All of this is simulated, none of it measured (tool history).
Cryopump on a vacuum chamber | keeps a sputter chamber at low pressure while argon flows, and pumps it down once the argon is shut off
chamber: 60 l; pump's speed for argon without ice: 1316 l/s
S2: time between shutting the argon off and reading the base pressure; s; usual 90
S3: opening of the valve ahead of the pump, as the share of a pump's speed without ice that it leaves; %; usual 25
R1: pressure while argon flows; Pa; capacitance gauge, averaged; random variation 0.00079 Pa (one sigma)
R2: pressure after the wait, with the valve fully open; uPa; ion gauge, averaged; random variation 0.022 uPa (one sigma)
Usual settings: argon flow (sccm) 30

{"run": 1, "hour": 0.0, "argon flow (sccm)": 30, "S2": 90, "S3": 25, "R1": 0.1588, "R2": 1.69}
{"run": 2, "hour": 51.3, "argon flow (sccm)": 13, "S2": 90, "S3": 25, "R1": 0.0692, "R2": 1.71}
{"run": 3, "hour": 110.0, "argon flow (sccm)": 13, "S2": 90, "S3": 25, "R1": 0.0702, "R2": 1.77}
{"run": 4, "hour": 136.2, "argon flow (sccm)": 13, "S2": 90, "S3": 25, "R1": 0.07, "R2": 1.8}
{"run": 5, "hour": 187.7, "argon flow (sccm)": 13, "S2": 90, "S3": 25, "R1": 0.0702, "R2": 1.78}
{"run": 6, "hour": 217.1, "argon flow (sccm)": 21, "S2": 90, "S3": 25, "R1": 0.1143, "R2": 1.75}
{"run": 7, "hour": 242.8, "argon flow (sccm)": 32, "S2": 90, "S3": 25, "R1": 0.1742, "R2": 1.84}
{"run": 8, "hour": 289.1, "argon flow (sccm)": 32, "S2": 90, "S3": 25, "R1": 0.1731, "R2": 1.87}
{"run": 9, "hour": 333.8, "argon flow (sccm)": 32, "S2": 90, "S3": 25, "R1": 0.1748, "R2": 1.94}
{"run": 10, "hour": 388.0, "argon flow (sccm)": 32, "S2": 90, "S3": 25, "R1": 0.1749, "R2": 1.95}
{"run": 11, "hour": 433.7, "argon flow (sccm)": 52, "S2": 90, "S3": 25, "R1": 0.2867, "R2": 2.01}
{"run": 12, "hour": 471.2, "argon flow (sccm)": 30, "S2": 90, "S3": 25, "R1": 0.1662, "R2": 2.04}
{"run": 13, "hour": 524.1, "argon flow (sccm)": 30, "S2": 90, "S3": 25, "R1": 0.1667, "R2": 1.98}
{"run": 14, "hour": 564.1, "argon flow (sccm)": 30, "S2": 90, "S3": 25, "R1": 0.1665, "R2": 2.06}
{"hour": 572.5, "done": "pump warmed up, emptied and cooled again"}
{"run": 15, "hour": 608.8, "argon flow (sccm)": 19, "S2": 237, "S3": 25, "R1": 0.0967, "R2": 1.48}
{"run": 16, "hour": 659.6, "argon flow (sccm)": 19, "S2": 237, "S3": 25, "R1": 0.0984, "R2": 1.47}
{"run": 17, "hour": 713.9, "argon flow (sccm)": 19, "S2": 237, "S3": 25, "R1": 0.0989, "R2": 1.5}
{"run": 18, "hour": 758.4, "argon flow (sccm)": 19, "S2": 52, "S3": 48, "R1": 0.0525, "R2": 2.17}
{"run": 19, "hour": 810.8, "argon flow (sccm)": 30, "S2": 127, "S3": 33, "R1": 0.1198, "R2": 1.76}
{"run": 20, "hour": 855.6, "argon flow (sccm)": 30, "S2": 264, "S3": 28, "R1": 0.1395, "R2": 1.54}
{"run": 21, "hour": 904.8, "argon flow (sccm)": 30, "S2": 35, "S3": 25, "R1": 0.1573, "R2": 2.64}
{"run": 22, "hour": 962.0, "argon flow (sccm)": 49, "S2": 29, "S3": 16, "R1": 0.3989, "R2": 2.87}
{"run": 23, "hour": 1008.3, "argon flow (sccm)": 17, "S2": 47, "S3": 25, "R1": 0.0895, "R2": 2.42}
{"run": 24, "hour": 1034.9, "argon flow (sccm)": 17, "S2": 47, "S3": 25, "R1": 0.0892, "R2": 2.35}
{"run": 25, "hour": 1083.2, "argon flow (sccm)": 30, "S2": 94, "S3": 55, "R1": 0.074, "R2": 1.98}

4 ways to go on from here, each from the tool as it stands after run 25. What would each give?
{"run": "A", "hour": 1114.4, "argon flow (sccm)": 30, "S2": 41, "S3": 55, "R1": "?", "R2": "?"}
{"run": "B", "hour": 1114.4, "argon flow (sccm)": 21, "S2": 22, "S3": 33, "R1": "?", "R2": "?"}
{"run": "C", "hour": 1114.4, "argon flow (sccm)": 31, "S2": 90, "S3": 25, "R1": "?", "R2": "?"}
{"run": "D", "hour": 1114.4, "argon flow (sccm)": 17, "S2": 94, "S3": 17, "R1": "?", "R2": "?"}

run=A R1=0.0764 R2=2.59
run=B R1=0.0859 R2=3.51
run=C R1=0.1657 R2=2.06
run=D R1=0.1324 R2=2.06
Without the tool's hidden state the same runs would have given:
run=A R1=0.0710 R2=1.21
run=B R1=0.0821 R2=2.11
run=C R1=0.1601 R2=0.68
run=D R1=0.1293 R2=0.68
